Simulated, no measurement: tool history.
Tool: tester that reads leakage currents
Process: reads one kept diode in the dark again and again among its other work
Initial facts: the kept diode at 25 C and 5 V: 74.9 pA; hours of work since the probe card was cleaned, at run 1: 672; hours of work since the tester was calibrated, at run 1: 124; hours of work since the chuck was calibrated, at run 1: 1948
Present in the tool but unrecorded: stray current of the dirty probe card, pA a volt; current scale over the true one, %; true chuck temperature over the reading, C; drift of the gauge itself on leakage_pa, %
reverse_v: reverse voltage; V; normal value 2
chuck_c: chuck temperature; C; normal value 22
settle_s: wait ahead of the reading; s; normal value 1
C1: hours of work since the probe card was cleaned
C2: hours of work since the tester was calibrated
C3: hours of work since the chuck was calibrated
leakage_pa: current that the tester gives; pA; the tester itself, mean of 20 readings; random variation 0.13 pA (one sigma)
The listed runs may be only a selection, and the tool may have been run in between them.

{"run": 1, "hour": 0.0, "reverse_v": 2, "chuck_c": 22, "settle_s": 1, "C1": 672, "C2": 124, "C3": 1948, "leakage_pa": 46.23}
{"hour": 67.5, "done": "chuck's temperature calibrated"}
{"run": 2, "hour": 138.5, "reverse_v": 2, "chuck_c": 22, "settle_s": 1, "C1": 771, "C2": 223, "C3": 51, "leakage_pa": 44.07}
{"run": 3, "hour": 237.3, "reverse_v": 9.7, "chuck_c": 22, "settle_s": 1, "C1": 842, "C2": 294, "C3": 123, "leakage_pa": 83.42}
{"run": 4, "hour": 305.9, "reverse_v": 9.7, "chuck_c": 22, "settle_s": 1, "C1": 892, "C2": 344, "C3": 172, "leakage_pa": 84.65}
{"run": 5, "hour": 417.1, "reverse_v": 2, "chuck_c": 22, "settle_s": 1, "C1": 972, "C2": 424, "C3": 253, "leakage_pa": 44.93}
{"run": 6, "hour": 491.7, "reverse_v": 2, "chuck_c": 22, "settle_s": 1, "C1": 1026, "C2": 478, "C3": 307, "leakage_pa": 44.94}
{"hour": 557.8, "done": "probe card cleaned and baked"}
{"run": 7, "hour": 578.6, "reverse_v": 2, "chuck_c": 22, "settle_s": 1, "C1": 15, "C2": 539, "C3": 367, "leakage_pa": 46.04}
{"run": 8, "hour": 640.3, "reverse_v": 2, "chuck_c": 22, "settle_s": 1, "C1": 60, "C2": 583, "C3": 412, "leakage_pa": 46.4}
{"run": 9, "hour": 768.4, "reverse_v": 2, "chuck_c": 22, "settle_s": 0.87, "C1": 152, "C2": 676, "C3": 504, "leakage_pa": 46.82}
{"run": 10, "hour": 866.9, "reverse_v": 2, "chuck_c": 22, "settle_s": 0.68, "C1": 223, "C2": 747, "C3": 576, "leakage_pa": 47.12}
{"run": 11, "hour": 1002.4, "reverse_v": 2, "chuck_c": 22, "settle_s": 0.68, "C1": 321, "C2": 845, "C3": 673, "leakage_pa": 47.28}
{"hour": 1041.5, "done": "probe card cleaned and baked, once more"}
{"run": 12, "hour": 1125.9, "reverse_v": 2, "chuck_c": 22, "settle_s": 1, "C1": 61, "C2": 932, "C3": 761, "leakage_pa": 42.72}
{"run": 13, "hour": 1243.9, "reverse_v": 2, "chuck_c": 23, "settle_s": 1, "C1": 146, "C2": 1017, "C3": 846, "leakage_pa": 47.32}
{"run": 14, "hour": 1358.6, "reverse_v": 2, "chuck_c": 23, "settle_s": 1, "C1": 229, "C2": 1100, "C3": 929, "leakage_pa": 47.62}
{"run": 15, "hour": 1464.1, "reverse_v": 2, "chuck_c": 23, "settle_s": 1, "C1": 305, "C2": 1176, "C3": 1005, "leakage_pa": 48.27}
{"run": 16, "hour": 1526.0, "reverse_v": 2, "chuck_c": 23, "settle_s": 1, "C1": 350, "C2": 1221, "C3": 1050, "leakage_pa": 48.01}
{"run": 17, "hour": 1614.0, "reverse_v": 2, "chuck_c": 22, "settle_s": 1, "C1": 414, "C2": 1285, "C3": 1113, "leakage_pa": 44.09}
{"run": 18, "hour": 1720.2, "reverse_v": 2, "chuck_c": 22, "settle_s": 1, "C1": 490, "C2": 1361, "C3": 1190, "leakage_pa": 44.56}
{"run": 19, "hour": 1844.8, "reverse_v": 2, "chuck_c": 22, "settle_s": 1, "C1": 581, "C2": 1452, "C3": 1280, "leakage_pa": 44.87}
{"run": 20, "hour": 1925.9, "reverse_v": 2, "chuck_c": 22, "settle_s": 1, "C1": 639, "C2": 1510, "C3": 1339, "leakage_pa": 44.91}
{"run": 21, "hour": 1994.2, "reverse_v": 4.67, "chuck_c": 23, "settle_s": 7.37, "C1": 689, "C2": 1560, "C3": 1388, "leakage_pa": 67}
{"run": 22, "hour": 2076.6, "reverse_v": 4.67, "chuck_c": 23, "settle_s": 7.37, "C1": 748, "C2": 1619, "C3": 1448, "leakage_pa": 67.7}
{"run": 23, "hour": 2137.2, "reverse_v": 3.27, "chuck_c": 22, "settle_s": 0.51, "C1": 792, "C2": 1663, "C3": 1491, "leakage_pa": 55.41}
{"run": 24, "hour": 2207.6, "reverse_v": 3.27, "chuck_c": 22, "settle_s": 0.51, "C1": 843, "C2": 1714, "C3": 1542, "leakage_pa": 55.57}
{"run": 25, "hour": 2290.9, "reverse_v": 2, "chuck_c": 22, "settle_s": 6.41, "C1": 903, "C2": 1774, "C3": 1602, "leakage_pa": 45.72}
{"run": 26, "hour": 2369.7, "reverse_v": 7.58, "chuck_c": 22, "settle_s": 0.4, "C1": 960, "C2": 1831, "C3": 1659, "leakage_pa": 80.92}
{"run": 27, "hour": 2473.0, "reverse_v": 2, "chuck_c": 22, "settle_s": 4.34, "C1": 1035, "C2": 1906, "C3": 1734, "leakage_pa": 46.43}
{"hour": 2530.0, "done": "probe card cleaned and baked"}
{"run": 28, "hour": 2595.7, "reverse_v": 2, "chuck_c": 29, "settle_s": 1, "C1": 47, "C2": 1992, "C3": 1821, "leakage_pa": 84.95}
{"run": 29, "hour": 2713.7, "reverse_v": 11.34, "chuck_c": 48, "settle_s": 1, "C1": 133, "C2": 2077, "C3": 1906, "leakage_pa": 789.51}
{"run": 30, "hour": 2779.3, "reverse_v": 1.31, "chuck_c": 22, "settle_s": 0.81, "C1": 180, "C2": 2125, "C3": 1953, "leakage_pa": 38.48}
{"hour": 2845.7, "done": "chuck's temperature calibrated"}
{"run": 31, "hour": 2899.6, "reverse_v": 2.44, "chuck_c": 33, "settle_s": 2.14, "C1": 266, "C2": 2210, "C3": 39, "leakage_pa": 124.13}
{"run": 32, "hour": 3027.1, "reverse_v": 2, "chuck_c": 22, "settle_s": 2.52, "C1": 358, "C2": 2302, "C3": 131, "leakage_pa": 41.86}
{"run": 33, "hour": 3099.7, "reverse_v": 2, "chuck_c": 22, "settle_s": 2.52, "C1": 410, "C2": 2355, "C3": 184, "leakage_pa": 41.85}
{"run": 34, "hour": 3175.9, "reverse_v": 1.17, "chuck_c": 22, "settle_s": 1, "C1": 465, "C2": 2410, "C3": 239, "leakage_pa": 35.05}
{"run": 35, "hour": 3249.9, "reverse_v": 4.2, "chuck_c": 58, "settle_s": 1, "C1": 519, "C2": 2463, "C3": 292, "leakage_pa": 1208.34}
{"run": 36, "hour": 3345.8, "reverse_v": 17.19, "chuck_c": 58, "settle_s": 1, "C1": 588, "C2": 2533, "C3": 361, "leakage_pa": 1943.93}
{"run": 37, "hour": 3450.0, "reverse_v": 17.19, "chuck_c": 50, "settle_s": 1.75, "C1": 663, "C2": 2608, "C3": 437, "leakage_pa": 1041.92}
{"run": 38, "hour": 3562.7, "reverse_v": 3.42, "chuck_c": 50, "settle_s": 0.95, "C1": 745, "C2": 2689, "C3": 518, "leakage_pa": 603.93}
{"run": 39, "hour": 3696.8, "reverse_v": 8.19, "chuck_c": 36, "settle_s": 1, "C1": 842, "C2": 2786, "C3": 615, "leakage_pa": 254.36}

Measured less the same run without the tool's hidden state. The same run-to-run variation is in both; the gauge's scatter may not be:
run=1 leakage_pa=+4.37
run=2 leakage_pa=+2.22
run=3 leakage_pa=+12.16
run=4 leakage_pa=+13.04
run=5 leakage_pa=+3.03
run=6 leakage_pa=+3.24
run=7 leakage_pa=+4.32
run=8 leakage_pa=+4.51
run=9 leakage_pa=+4.9
run=10 leakage_pa=+5.18
run=11 leakage_pa=+5.56
run=12 leakage_pa=+0.89
run=13 leakage_pa=+1.31
run=14 leakage_pa=+1.67
run=15 leakage_pa=+1.97
run=16 leakage_pa=+2.14
run=17 leakage_pa=+2.31
run=18 leakage_pa=+2.62
run=19 leakage_pa=+2.99
run=20 leakage_pa=+3.22
run=21 leakage_pa=+6.68
run=22 leakage_pa=+7.19
run=23 leakage_pa=+5.55
run=24 leakage_pa=+5.85
run=25 leakage_pa=+4.31
run=26 leakage_pa=+13.27
run=27 leakage_pa=+4.88
run=28 leakage_pa=+3.74
run=29 leakage_pa=+32.11
run=30 leakage_pa=+2.18
run=31 leakage_pa=-1.45
run=32 leakage_pa=+0.32
run=33 leakage_pa=+0.5
run=34 leakage_pa=+0.28
run=35 leakage_pa=-13.03
run=36 leakage_pa=-8.87
run=37 leakage_pa=+6.08
run=38 leakage_pa=-1.07
run=39 leakage_pa=+8.71

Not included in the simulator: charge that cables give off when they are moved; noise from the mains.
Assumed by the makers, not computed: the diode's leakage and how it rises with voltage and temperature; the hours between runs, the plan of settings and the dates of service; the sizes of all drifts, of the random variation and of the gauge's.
